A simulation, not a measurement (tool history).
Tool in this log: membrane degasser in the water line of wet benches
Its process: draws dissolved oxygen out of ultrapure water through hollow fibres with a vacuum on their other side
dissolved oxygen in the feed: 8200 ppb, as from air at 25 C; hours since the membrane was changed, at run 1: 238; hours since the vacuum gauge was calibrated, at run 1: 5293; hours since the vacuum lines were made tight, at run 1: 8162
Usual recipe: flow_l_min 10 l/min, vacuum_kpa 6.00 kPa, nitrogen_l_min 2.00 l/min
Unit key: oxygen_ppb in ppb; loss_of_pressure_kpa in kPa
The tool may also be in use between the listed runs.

run	day	flow_l_min	vacuum_kpa	nitrogen_l_min	hours since the membrane was changed	hours since the vacuum gauge was calibrated	hours since the vacuum lines were made tight	oxygen_ppb	loss_of_pressure_kpa
1	0.000	10	6.00	2.00	238	5293	8162	100.6	64.74
2	6.933	10	6.00	4.90	405	5459	8328	80.1	64.60
3	15.679	10	14.96	4.90	615	5669	8538	123.9	65.16
# day 23.154: vacuum gauge calibrated
4	24.075	14	6.00	2.00	816	22	8739	222.1	91.06
5	29.546	14	6.00	2.00	947	153	8871	220.0	91.84
# day 32.088: seals of the vacuum lines changed
6	36.575	14	6.00	2.00	1114	320	108	219.3	91.61
# day 40.796: vacuum gauge calibrated, once more
7	43.188	14	6.00	2.00	1272	57	266	221.1	91.04
8	48.358	14	6.00	2.00	1396	181	390	216.9	91.91
9	57.354	10	7.64	1.75	1612	397	606	128.6	65.66
10	64.300	16	5.88	3.08	1778	564	773	270.2	104.86
11	74.162	7	3.67	3.23	2015	801	1009	22.9	46.23
12	78.875	15	6.00	3.57	2128	914	1122	237.0	99.35
13	85.154	10	10.19	5.83	2279	1065	1273	97.6	65.95
14	92.025	10	5.72	1.47	2444	1229	1438	112.6	65.72
15	97.783	10	5.72	1.47	2582	1368	1576	113.3	66.40
16	104.712	10	6.00	1.16	2748	1534	1743	127.9	66.42

Forecast each of these 3 alternatives for the next run:
A	110.392	13	6.00	5.73	2885	1670	1879	?	?
B	110.392	6	7.15	2.00	2885	1670	1879	?	?
C	110.392	11	6.00	1.46	2885	1670	1879	?	?

run	oxygen_ppb	loss_of_pressure_kpa
A	163.4	86.04
B	41.2	39.98
C	146.3	72.54
Without the tool's hidden state the same runs would have given:
run	oxygen_ppb	loss_of_pressure_kpa
A	149.6	84.07
B	38.7	39.07
C	135.2	70.88

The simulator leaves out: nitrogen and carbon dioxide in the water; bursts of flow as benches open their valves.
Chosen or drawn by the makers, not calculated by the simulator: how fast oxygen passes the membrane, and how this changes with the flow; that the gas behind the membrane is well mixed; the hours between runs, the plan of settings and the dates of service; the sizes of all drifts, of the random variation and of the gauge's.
